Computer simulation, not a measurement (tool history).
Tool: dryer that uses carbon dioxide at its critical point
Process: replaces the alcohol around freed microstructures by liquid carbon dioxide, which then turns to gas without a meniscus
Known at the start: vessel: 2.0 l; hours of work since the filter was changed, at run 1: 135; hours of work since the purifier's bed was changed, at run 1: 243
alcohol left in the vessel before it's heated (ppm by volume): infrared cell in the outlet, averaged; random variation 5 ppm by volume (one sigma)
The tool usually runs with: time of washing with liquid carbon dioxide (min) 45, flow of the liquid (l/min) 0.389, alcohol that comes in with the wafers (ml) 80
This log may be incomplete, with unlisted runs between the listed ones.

run,hour,time of washing with liquid carbon dioxide (min),flow of the liquid (l/min),alcohol that comes in with the wafers (ml),hours of work since the filter was changed,hours of work since the purifier's bed was changed,alcohol left in the vessel before it's heated (ppm by volume)
1,0.0,45,0.389,80,135,243,30
2,7.9,45,0.389,59,140,247,30
3,22.2,45,0.389,80,148,256,39
4,29.1,45,0.389,80,152,260,45
5,41.5,45,0.389,80,160,267,45
6,47.9,45,0.389,80,163,271,41
7,56.3,45,0.389,45,168,276,30
8,69.2,45,0.389,45,176,283,34
9,82.4,50,0.389,45,184,291,29
10,88.4,50,0.389,45,187,294,26
11,102.6,45,0.389,80,195,303,49
12,113.7,29,0.389,80,202,309,388
13,123.4,45,0.389,80,208,315,49
14,131.8,45,0.389,80,212,320,54
15,145.2,45,0.389,80,220,328,47
16,158.6,45,0.389,31,228,335,28
17,172.1,45,0.389,31,236,343,38
18,183.6,45,0.389,31,243,350,39
19,192.7,45,0.389,80,248,355,60
20,199.9,45,0.389,80,252,360,65
21,208.8,45,0.275,80,257,365,333
22,216.1,45,0.275,80,262,369,349
23,224.8,47,0.349,30,267,374,38
24,233.5,57,0.324,59,272,379,51
25,247.4,31,0.284,76,280,387,1272
26,253.6,31,0.284,76,284,391,1302
27,260.9,45,0.389,105,288,395,82
# hour 269.7: inlet filter changed
28,273.7,70,0.552,77,2,402,29
29,283.3,70,0.399,47,8,408,26
30,290.7,70,0.399,47,12,412,20
31,297.9,40,0.341,74,16,416,102
32,310.6,40,0.263,80,24,424,392
33,319.3,56,0.263,78,29,429,94
34,329.7,29,0.389,80,35,435,244
35,339.0,29,0.389,80,40,440,254
36,347.6,63,0.389,80,46,445,28
37,359.3,52,0.389,80,52,452,34
38,371.3,46,0.337,69,59,459,62
39,385.7,45,0.367,27,68,467,38
40,392.7,71,0.274,23,72,472,28
41,406.9,71,0.274,23,80,480,38
42,419.5,53,0.324,37,88,487,39
43,432.0,53,0.621,41,95,494,25
44,440.9,39,0.304,75,100,500,243

Consider 5 possible next runs. They are alternatives, not a sequence: every one starts from the tool as it was left by run 44. What does each give?
A,449.2,39,0.304,43,105,505,?
B,449.2,39,0.234,22,105,505,?
C,449.2,45,0.389,89,105,505,?
D,449.2,52,0.425,37,105,505,?
E,449.2,45,0.284,88,105,505,?

run,alcohol left in the vessel before it's heated (ppm by volume)
A,162
B,273
C,50
D,38
E,213
The same runs, with their run-to-run variation unchanged, on a tool lacking any hidden condition would have given:
run,alcohol left in the vessel before it's heated (ppm by volume)
A,99
B,196
C,15
D,10
E,132

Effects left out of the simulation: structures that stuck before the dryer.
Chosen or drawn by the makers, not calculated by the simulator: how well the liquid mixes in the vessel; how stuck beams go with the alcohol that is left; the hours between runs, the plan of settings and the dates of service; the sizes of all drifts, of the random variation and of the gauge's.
